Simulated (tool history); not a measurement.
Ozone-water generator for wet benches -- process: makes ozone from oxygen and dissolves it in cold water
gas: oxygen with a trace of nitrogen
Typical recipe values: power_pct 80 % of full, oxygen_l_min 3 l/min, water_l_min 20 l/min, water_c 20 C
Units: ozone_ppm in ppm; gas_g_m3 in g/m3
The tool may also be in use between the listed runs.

{"run": 1, "hour": 0.0, "power_pct": 80, "oxygen_l_min": 3, "water_l_min": 20, "water_c": 20, "ozone_ppm": 16.3, "gas_g_m3": 200.9}
{"run": 2, "hour": 18.5, "power_pct": 80, "oxygen_l_min": 3, "water_l_min": 20, "water_c": 20, "ozone_ppm": 16.2, "gas_g_m3": 202.7}
{"run": 3, "hour": 38.4, "power_pct": 80, "oxygen_l_min": 3, "water_l_min": 20, "water_c": 20, "ozone_ppm": 16.1, "gas_g_m3": 202.6}
{"run": 4, "hour": 69.9, "power_pct": 80, "oxygen_l_min": 3, "water_l_min": 24, "water_c": 20, "ozone_ppm": 13.7, "gas_g_m3": 201}
{"run": 5, "hour": 105.7, "power_pct": 80, "oxygen_l_min": 3, "water_l_min": 17, "water_c": 20, "ozone_ppm": 18.6, "gas_g_m3": 199.7}
{"hour": 110.0, "done": "water thermometer calibrated"}
{"run": 6, "hour": 142.5, "power_pct": 80, "oxygen_l_min": 3, "water_l_min": 20, "water_c": 20, "ozone_ppm": 16.2, "gas_g_m3": 200.4}
{"run": 7, "hour": 175.5, "power_pct": 80, "oxygen_l_min": 3, "water_l_min": 20, "water_c": 20, "ozone_ppm": 16.2, "gas_g_m3": 199.3}
{"run": 8, "hour": 192.8, "power_pct": 71, "oxygen_l_min": 3, "water_l_min": 25, "water_c": 20, "ozone_ppm": 12.1, "gas_g_m3": 182.5}
{"run": 9, "hour": 225.0, "power_pct": 54, "oxygen_l_min": 3.01, "water_l_min": 15, "water_c": 17, "ozone_ppm": 15.2, "gas_g_m3": 146.2}
{"run": 10, "hour": 247.7, "power_pct": 54, "oxygen_l_min": 3.01, "water_l_min": 21, "water_c": 16, "ozone_ppm": 11.4, "gas_g_m3": 146.6}
{"run": 11, "hour": 282.3, "power_pct": 98, "oxygen_l_min": 4.14, "water_l_min": 13, "water_c": 20, "ozone_ppm": 27.1, "gas_g_m3": 205.5}
{"run": 12, "hour": 314.5, "power_pct": 45, "oxygen_l_min": 3.65, "water_l_min": 20, "water_c": 20, "ozone_ppm": 10.7, "gas_g_m3": 115.7}
{"hour": 334.4, "done": "water thermometer calibrated, once more"}
{"run": 13, "hour": 357.5, "power_pct": 80, "oxygen_l_min": 3, "water_l_min": 23, "water_c": 20, "ozone_ppm": 14.2, "gas_g_m3": 197.8}
{"run": 14, "hour": 386.4, "power_pct": 80, "oxygen_l_min": 3, "water_l_min": 23, "water_c": 20, "ozone_ppm": 14, "gas_g_m3": 201.3}

Some steps in ozone_ppm, run to run, broken into two amounts with sign: the step expected even without the hidden condition (settings, incoming material, random variation), and the rest, left for the hidden condition together with whatever gauge scatter is not in both the measured and the hidden-condition-free result:
Hidden state at play: yield of the discharge, % of new electrodes'; contactor's efficiency, % of a clean one's; true water temperature over the reading, C; drift of the gauge itself on ozone_ppm, %; drift of the gauge itself on gas_g_m3, %.
Run 11 -> 12: power_pct 98 -> 45, oxygen_l_min 4.14 -> 3.65, water_l_min 13 -> 20. ozone_ppm -16.4 ppm: hidden state +0.8, all else -17.2.
